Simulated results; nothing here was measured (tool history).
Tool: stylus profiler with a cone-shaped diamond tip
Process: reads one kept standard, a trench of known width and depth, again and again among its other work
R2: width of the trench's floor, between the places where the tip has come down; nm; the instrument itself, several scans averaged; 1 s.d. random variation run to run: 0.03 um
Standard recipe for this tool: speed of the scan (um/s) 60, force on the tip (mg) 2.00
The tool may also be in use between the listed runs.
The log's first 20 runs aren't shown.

Run 21, hour 257.6: usual settings but force on the tip (mg) 1.02. Result: depth of the trench (nm) 504.83, R2 16230 nm.
Run 22, hour 267.0: usual settings but force on the tip (mg) 1.02. Result: depth of the trench (nm) 505.17, R2 16170 nm.
Run 23, hour 280.9: usual settings but force on the tip (mg) 1.02. Result: depth of the trench (nm) 505.20, R2 16160 nm.
Run 24, hour 288.4: usual settings but force on the tip (mg) 1.02. Result: depth of the trench (nm) 504.96, R2 16090 nm.
Run 25, hour 295.9: usual settings but speed of the scan (um/s) 15, force on the tip (mg) 1.93. Result: depth of the trench (nm) 507.28, R2 16230 nm.
Run 26, hour 304.3: usual settings but speed of the scan (um/s) 15, force on the tip (mg) 1.93. Result: depth of the trench (nm) 507.30, R2 16280 nm.
Run 27, hour 322.4: usual settings but speed of the scan (um/s) 216, force on the tip (mg) 1.05. Result: depth of the trench (nm) 505.09, R2 15690 nm.
Run 28, hour 336.0: usual settings but speed of the scan (um/s) 17, force on the tip (mg) 1.28. Result: depth of the trench (nm) 505.63, R2 16250 nm.
Run 29, hour 345.3: usual settings but speed of the scan (um/s) 170. Result: depth of the trench (nm) 507.60, R2 15880 nm.
At hour 347.1: height scale calibrated on a step standard.
Run 30, hour 355.5: usual settings but speed of the scan (um/s) 31, force on the tip (mg) 5.14. Result: depth of the trench (nm) 513.87, R2 16190 nm.
Run 31, hour 370.1: usual settings but speed of the scan (um/s) 65, force on the tip (mg) 0.89. Result: depth of the trench (nm) 504.85, R2 16020 nm.
Run 32, hour 380.0: usual settings but speed of the scan (um/s) 40, force on the tip (mg) 1.62. Result: depth of the trench (nm) 506.85, R2 16170 nm.
Run 33, hour 393.5: usual settings but speed of the scan (um/s) 46, force on the tip (mg) 2.11. Result: depth of the trench (nm) 507.88, R2 16130 nm.
At hour 397.0: height scale calibrated on a step standard, once more.
Run 34, hour 408.9: usual settings but speed of the scan (um/s) 173, force on the tip (mg) 2.11. Result: depth of the trench (nm) 507.46, R2 15850 nm.
Run 35, hour 425.1: usual settings but speed of the scan (um/s) 108, force on the tip (mg) 1.01. Result: depth of the trench (nm) 504.46, R2 15870 nm.
Run 36, hour 439.1: usual settings but speed of the scan (um/s) 108, force on the tip (mg) 1.01. Result: depth of the trench (nm) 504.75, R2 15860 nm.
Run 37, hour 453.8: usual settings but speed of the scan (um/s) 131, force on the tip (mg) 5.00. Result: depth of the trench (nm) 512.81, R2 15980 nm.
Run 38, hour 467.1: usual settings but speed of the scan (um/s) 31, force on the tip (mg) 2.65. Result: depth of the trench (nm) 508.64, R2 16090 nm.
Run 39, hour 483.3: usual settings but speed of the scan (um/s) 24, force on the tip (mg) 3.57. Result: depth of the trench (nm) 510.34, R2 16110 nm.
Run 40, hour 495.0: usual settings but speed of the scan (um/s) 24, force on the tip (mg) 3.57. Result: depth of the trench (nm) 510.49, R2 16090 nm.
Run 41, hour 504.4: usual settings but speed of the scan (um/s) 24, force on the tip (mg) 0.75. Result: depth of the trench (nm) 503.77, R2 16030 nm.
Run 42, hour 516.1: usual settings but speed of the scan (um/s) 24, force on the tip (mg) 0.75. Result: depth of the trench (nm) 504.02, R2 16000 nm.

What if the next run were any one of these 4? Each begins from the tool's condition after run 42:
Run A, hour 534.4: usual settings but speed of the scan (um/s) 24, force on the tip (mg) 0.98. Result: depth of the trench (nm) ?, R2 ?.
Run B, hour 534.4: usual settings but speed of the scan (um/s) 119, force on the tip (mg) 2.63. Result: depth of the trench (nm) ?, R2 ?.
Run C, hour 534.4: usual settings but speed of the scan (um/s) 17, force on the tip (mg) 0.68. Result: depth of the trench (nm) ?, R2 ?.
Run D, hour 534.4: usual settings but speed of the scan (um/s) 220, force on the tip (mg) 4.42. Result: depth of the trench (nm) ?, R2 ?.

run  depth of the trench (nm)     R2
  A                    504.76  16050
  B                    508.65  15890
  C                    503.67  16050
  D                    512.02  15790
Had the tool no hidden state, the same runs would have come out as:
run  depth of the trench (nm)     R2
  A                    504.47  17320
  B                    508.36  17160
  C                    503.38  17320
  D                    511.73  17060
